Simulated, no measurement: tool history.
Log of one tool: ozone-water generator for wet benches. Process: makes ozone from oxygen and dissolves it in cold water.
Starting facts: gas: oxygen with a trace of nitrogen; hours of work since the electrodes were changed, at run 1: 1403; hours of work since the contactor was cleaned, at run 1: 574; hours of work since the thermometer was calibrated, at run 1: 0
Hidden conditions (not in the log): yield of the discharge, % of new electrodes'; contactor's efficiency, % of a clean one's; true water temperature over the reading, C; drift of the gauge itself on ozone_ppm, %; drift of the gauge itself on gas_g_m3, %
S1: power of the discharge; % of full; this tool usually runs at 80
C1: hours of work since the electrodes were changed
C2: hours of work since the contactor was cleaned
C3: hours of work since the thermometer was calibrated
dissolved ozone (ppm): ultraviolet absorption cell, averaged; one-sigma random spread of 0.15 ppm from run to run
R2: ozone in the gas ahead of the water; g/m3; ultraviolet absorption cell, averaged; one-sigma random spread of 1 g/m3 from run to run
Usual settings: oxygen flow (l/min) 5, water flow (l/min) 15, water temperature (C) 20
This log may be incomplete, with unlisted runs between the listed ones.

{"run": 1, "hour": 0.0, "S1": 80, "oxygen flow (l/min)": 5, "water flow (l/min)": 15, "water temperature (C)": 20, "C1": 1403, "C2": 574, "C3": 0, "dissolved ozone (ppm)": 18.6, "R2": 183.5}
{"run": 2, "hour": 57.4, "S1": 80, "oxygen flow (l/min)": 5, "water flow (l/min)": 15, "water temperature (C)": 20, "C1": 1458, "C2": 629, "C3": 55, "dissolved ozone (ppm)": 18.8, "R2": 182.9}
{"run": 3, "hour": 152.0, "S1": 80, "oxygen flow (l/min)": 5, "water flow (l/min)": 15, "water temperature (C)": 20, "C1": 1548, "C2": 719, "C3": 145, "dissolved ozone (ppm)": 18.9, "R2": 183.5}
{"run": 4, "hour": 246.3, "S1": 80, "oxygen flow (l/min)": 5, "water flow (l/min)": 15, "water temperature (C)": 20, "C1": 1638, "C2": 809, "C3": 235, "dissolved ozone (ppm)": 18.9, "R2": 182.8}
{"run": 5, "hour": 324.8, "S1": 95, "oxygen flow (l/min)": 5, "water flow (l/min)": 15, "water temperature (C)": 20, "C1": 1713, "C2": 884, "C3": 310, "dissolved ozone (ppm)": 20.5, "R2": 201.2}
{"run": 6, "hour": 379.5, "S1": 80, "oxygen flow (l/min)": 5, "water flow (l/min)": 14, "water temperature (C)": 20, "C1": 1765, "C2": 936, "C3": 362, "dissolved ozone (ppm)": 19.4, "R2": 183.8}
{"run": 7, "hour": 486.4, "S1": 80, "oxygen flow (l/min)": 5, "water flow (l/min)": 14, "water temperature (C)": 20, "C1": 1867, "C2": 1039, "C3": 464, "dissolved ozone (ppm)": 19.7, "R2": 182}
{"run": 8, "hour": 595.8, "S1": 80, "oxygen flow (l/min)": 5, "water flow (l/min)": 14, "water temperature (C)": 20, "C1": 1972, "C2": 1143, "C3": 569, "dissolved ozone (ppm)": 19.4, "R2": 183.5}
{"run": 9, "hour": 666.3, "S1": 80, "oxygen flow (l/min)": 5, "water flow (l/min)": 14, "water temperature (C)": 20, "C1": 2039, "C2": 1210, "C3": 636, "dissolved ozone (ppm)": 19.5, "R2": 181.6}
{"run": 10, "hour": 759.5, "S1": 80, "oxygen flow (l/min)": 5, "water flow (l/min)": 14, "water temperature (C)": 20, "C1": 2128, "C2": 1299, "C3": 725, "dissolved ozone (ppm)": 19.7, "R2": 181}
{"run": 11, "hour": 807.2, "S1": 80, "oxygen flow (l/min)": 5.25, "water flow (l/min)": 14, "water temperature (C)": 20, "C1": 2173, "C2": 1345, "C3": 771, "dissolved ozone (ppm)": 19.3, "R2": 177.5}
{"run": 12, "hour": 871.7, "S1": 80, "oxygen flow (l/min)": 5.25, "water flow (l/min)": 14, "water temperature (C)": 20, "C1": 2235, "C2": 1406, "C3": 832, "dissolved ozone (ppm)": 19.5, "R2": 176.1}
{"run": 13, "hour": 922.8, "S1": 80, "oxygen flow (l/min)": 4.17, "water flow (l/min)": 14, "water temperature (C)": 20, "C1": 2284, "C2": 1455, "C3": 881, "dissolved ozone (ppm)": 20.2, "R2": 206.3}
{"run": 14, "hour": 991.3, "S1": 80, "oxygen flow (l/min)": 4.17, "water flow (l/min)": 14, "water temperature (C)": 20, "C1": 2349, "C2": 1521, "C3": 946, "dissolved ozone (ppm)": 20.6, "R2": 206.5}
{"run": 15, "hour": 1050.0, "S1": 80, "oxygen flow (l/min)": 5, "water flow (l/min)": 21, "water temperature (C)": 20, "C1": 2405, "C2": 1577, "C3": 1002, "dissolved ozone (ppm)": 14.6, "R2": 180}
{"run": 16, "hour": 1096.0, "S1": 47, "oxygen flow (l/min)": 5, "water flow (l/min)": 15, "water temperature (C)": 20, "C1": 2449, "C2": 1620, "C3": 1046, "dissolved ozone (ppm)": 13.7, "R2": 133.3}
{"run": 17, "hour": 1201.2, "S1": 80, "oxygen flow (l/min)": 5, "water flow (l/min)": 9, "water temperature (C)": 20, "C1": 2550, "C2": 1721, "C3": 1147, "dissolved ozone (ppm)": 26, "R2": 181.4}
{"run": 18, "hour": 1258.1, "S1": 47, "oxygen flow (l/min)": 5.78, "water flow (l/min)": 23, "water temperature (C)": 17, "C1": 2604, "C2": 1775, "C3": 1201, "dissolved ozone (ppm)": 10, "R2": 120.6}
{"run": 19, "hour": 1352.3, "S1": 47, "oxygen flow (l/min)": 5.78, "water flow (l/min)": 23, "water temperature (C)": 17, "C1": 2694, "C2": 1865, "C3": 1291, "dissolved ozone (ppm)": 9.9, "R2": 121.4}
{"run": 20, "hour": 1455.3, "S1": 47, "oxygen flow (l/min)": 5.78, "water flow (l/min)": 23, "water temperature (C)": 17, "C1": 2792, "C2": 1964, "C3": 1389, "dissolved ozone (ppm)": 10, "R2": 121.9}
{"run": 21, "hour": 1533.5, "S1": 51, "oxygen flow (l/min)": 5, "water flow (l/min)": 15, "water temperature (C)": 26, "C1": 2867, "C2": 2038, "C3": 1464, "dissolved ozone (ppm)": 13, "R2": 140.3}
{"run": 22, "hour": 1614.8, "S1": 80, "oxygen flow (l/min)": 3.88, "water flow (l/min)": 15, "water temperature (C)": 20, "C1": 2944, "C2": 2116, "C3": 1542, "dissolved ozone (ppm)": 19.5, "R2": 217.5}
{"run": 23, "hour": 1678.1, "S1": 65, "oxygen flow (l/min)": 5, "water flow (l/min)": 11, "water temperature (C)": 20, "C1": 3005, "C2": 2176, "C3": 1602, "dissolved ozone (ppm)": 20.5, "R2": 162.1}
{"run": 24, "hour": 1782.1, "S1": 65, "oxygen flow (l/min)": 5, "water flow (l/min)": 11, "water temperature (C)": 20, "C1": 3104, "C2": 2276, "C3": 1701, "dissolved ozone (ppm)": 20.4, "R2": 162.8}
{"run": 25, "hour": 1843.5, "S1": 65, "oxygen flow (l/min)": 5, "water flow (l/min)": 11, "water temperature (C)": 20, "C1": 3163, "C2": 2334, "C3": 1760, "dissolved ozone (ppm)": 20.1, "R2": 160.7}
{"run": 26, "hour": 1950.6, "S1": 43, "oxygen flow (l/min)": 5, "water flow (l/min)": 15, "water temperature (C)": 20, "C1": 3265, "C2": 2436, "C3": 1862, "dissolved ozone (ppm)": 13, "R2": 127.4}
{"run": 27, "hour": 2047.9, "S1": 43, "oxygen flow (l/min)": 5, "water flow (l/min)": 15, "water temperature (C)": 20, "C1": 3358, "C2": 2529, "C3": 1955, "dissolved ozone (ppm)": 13.1, "R2": 126.9}
{"run": 28, "hour": 2115.2, "S1": 43, "oxygen flow (l/min)": 5, "water flow (l/min)": 15, "water temperature (C)": 20, "C1": 3422, "C2": 2594, "C3": 2019, "dissolved ozone (ppm)": 13, "R2": 126.9}
{"run": 29, "hour": 2215.2, "S1": 95, "oxygen flow (l/min)": 5.85, "water flow (l/min)": 15, "water temperature (C)": 20, "C1": 3518, "C2": 2689, "C3": 2115, "dissolved ozone (ppm)": 20.1, "R2": 178.9}
{"run": 30, "hour": 2325.2, "S1": 95, "oxygen flow (l/min)": 5.85, "water flow (l/min)": 15, "water temperature (C)": 20, "C1": 3623, "C2": 2794, "C3": 2220, "dissolved ozone (ppm)": 20, "R2": 183}
{"run": 31, "hour": 2402.5, "S1": 75, "oxygen flow (l/min)": 5, "water flow (l/min)": 15, "water temperature (C)": 20, "C1": 3697, "C2": 2868, "C3": 2294, "dissolved ozone (ppm)": 18.1, "R2": 175.9}
{"run": 32, "hour": 2456.2, "S1": 75, "oxygen flow (l/min)": 5, "water flow (l/min)": 15, "water temperature (C)": 20, "C1": 3748, "C2": 2919, "C3": 2345, "dissolved ozone (ppm)": 18.1, "R2": 176}
{"run": 33, "hour": 2540.9, "S1": 75, "oxygen flow (l/min)": 5, "water flow (l/min)": 15, "water temperature (C)": 20, "C1": 3829, "C2": 3000, "C3": 2426, "dissolved ozone (ppm)": 18, "R2": 175.2}
{"run": 34, "hour": 2631.0, "S1": 55, "oxygen flow (l/min)": 6.22, "water flow (l/min)": 15, "water temperature (C)": 20, "C1": 3915, "C2": 3086, "C3": 2512, "dissolved ozone (ppm)": 14.2, "R2": 127.1}

What if the next run were any one of these 3? Each begins from the tool's condition after run 34:
{"hour": 2713.3, "done": "contactor cleaned"}
{"run": "A", "hour": 2715.7, "S1": 55, "oxygen flow (l/min)": 6.22, "water flow (l/min)": 15, "water temperature (C)": 13, "C1": 3992, "C2": 2, "C3": 2589, "dissolved ozone (ppm)": "?", "R2": "?"}
{"hour": 2713.3, "done": "contactor cleaned"}
{"run": "B", "hour": 2715.7, "S1": 55, "oxygen flow (l/min)": 6.73, "water flow (l/min)": 15, "water temperature (C)": 22, "C1": 3992, "C2": 2, "C3": 2589, "dissolved ozone (ppm)": "?", "R2": "?"}
{"hour": 2713.3, "done": "contactor cleaned"}
{"run": "C", "hour": 2715.7, "S1": 80, "oxygen flow (l/min)": 8.77, "water flow (l/min)": 15, "water temperature (C)": 22, "C1": 3992, "C2": 2, "C3": 2589, "dissolved ozone (ppm)": "?", "R2": "?"}

run=A dissolved_ozone_(ppm)=16 R2=125.8
run=B dissolved_ozone_(ppm)=13.6 R2=118.3
run=C dissolved_ozone_(ppm)=15.3 R2=125.5
Without the tool's unlogged condition, the same runs would have read:
run=A dissolved_ozone_(ppm)=16 R2=126
run=B dissolved_ozone_(ppm)=13.7 R2=118.5
run=C dissolved_ozone_(ppm)=15.3 R2=125.7
